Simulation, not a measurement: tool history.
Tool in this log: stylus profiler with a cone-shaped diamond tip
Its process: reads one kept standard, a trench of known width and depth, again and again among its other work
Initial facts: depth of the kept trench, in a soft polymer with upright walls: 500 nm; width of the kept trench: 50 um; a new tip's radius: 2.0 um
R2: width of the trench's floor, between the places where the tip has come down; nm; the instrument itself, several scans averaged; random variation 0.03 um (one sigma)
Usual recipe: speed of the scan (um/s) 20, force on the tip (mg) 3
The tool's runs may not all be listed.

run 1 hour=0 | speed_of_the_scan_(um/s)=20 force_on_the_tip_(mg)=3 | depth_of_the_trench_(nm)=508.06 R2=46830
run 2 hour=89 | speed_of_the_scan_(um/s)=20 force_on_the_tip_(mg)=5.89 | depth_of_the_trench_(nm)=511.98 R2=46770
run 3 hour=160.6 | speed_of_the_scan_(um/s)=20 force_on_the_tip_(mg)=3 | depth_of_the_trench_(nm)=507.9 R2=46770
run 4 hour=203.8 | speed_of_the_scan_(um/s)=20 force_on_the_tip_(mg)=3 | depth_of_the_trench_(nm)=507.98 R2=46730
run 5 hour=262.5 | speed_of_the_scan_(um/s)=10 force_on_the_tip_(mg)=3 | depth_of_the_trench_(nm)=508.11 R2=46690
run 6 hour=305.3 | speed_of_the_scan_(um/s)=10 force_on_the_tip_(mg)=3 | depth_of_the_trench_(nm)=508.06 R2=46680
run 7 hour=378.1 | speed_of_the_scan_(um/s)=46 force_on_the_tip_(mg)=3 | depth_of_the_trench_(nm)=507.98 R2=46670
run 8 hour=474.9 | speed_of_the_scan_(um/s)=9 force_on_the_tip_(mg)=1.39 | depth_of_the_trench_(nm)=505.19 R2=46540
run 9 hour=559.3 | speed_of_the_scan_(um/s)=17 force_on_the_tip_(mg)=2.81 | depth_of_the_trench_(nm)=507.58 R2=46550
run 10 hour=649.8 | speed_of_the_scan_(um/s)=11 force_on_the_tip_(mg)=1.11 | depth_of_the_trench_(nm)=504.81 R2=46470
run 11 hour=704.4 | speed_of_the_scan_(um/s)=11 force_on_the_tip_(mg)=1.11 | depth_of_the_trench_(nm)=504.81 R2=46420
run 12 hour=804.2 | speed_of_the_scan_(um/s)=11 force_on_the_tip_(mg)=1.11 | depth_of_the_trench_(nm)=504.81 R2=46390
run 13 hour=866.5 | speed_of_the_scan_(um/s)=36 force_on_the_tip_(mg)=4.11 | depth_of_the_trench_(nm)=509.86 R2=46350

What if the next run were any one of these 3? Each begins from the tool's condition after run 13:
run A hour=913.8 | speed_of_the_scan_(um/s)=14 force_on_the_tip_(mg)=3 | depth_of_the_trench_(nm)=? R2=?
run B hour=913.8 | speed_of_the_scan_(um/s)=15 force_on_the_tip_(mg)=5.95 | depth_of_the_trench_(nm)=? R2=?
run C hour=913.8 | speed_of_the_scan_(um/s)=14 force_on_the_tip_(mg)=3.55 | depth_of_the_trench_(nm)=? R2=?

run=A depth_of_the_trench_(nm)=508.66 R2=46350
run=B depth_of_the_trench_(nm)=512.47 R2=46330
run=C depth_of_the_trench_(nm)=509.48 R2=46350
What these runs would have given with no unlogged condition in the tool:
run=A depth_of_the_trench_(nm)=507.39 R2=47330
run=B depth_of_the_trench_(nm)=511.19 R2=47310
run=C depth_of_the_trench_(nm)=508.21 R2=47330
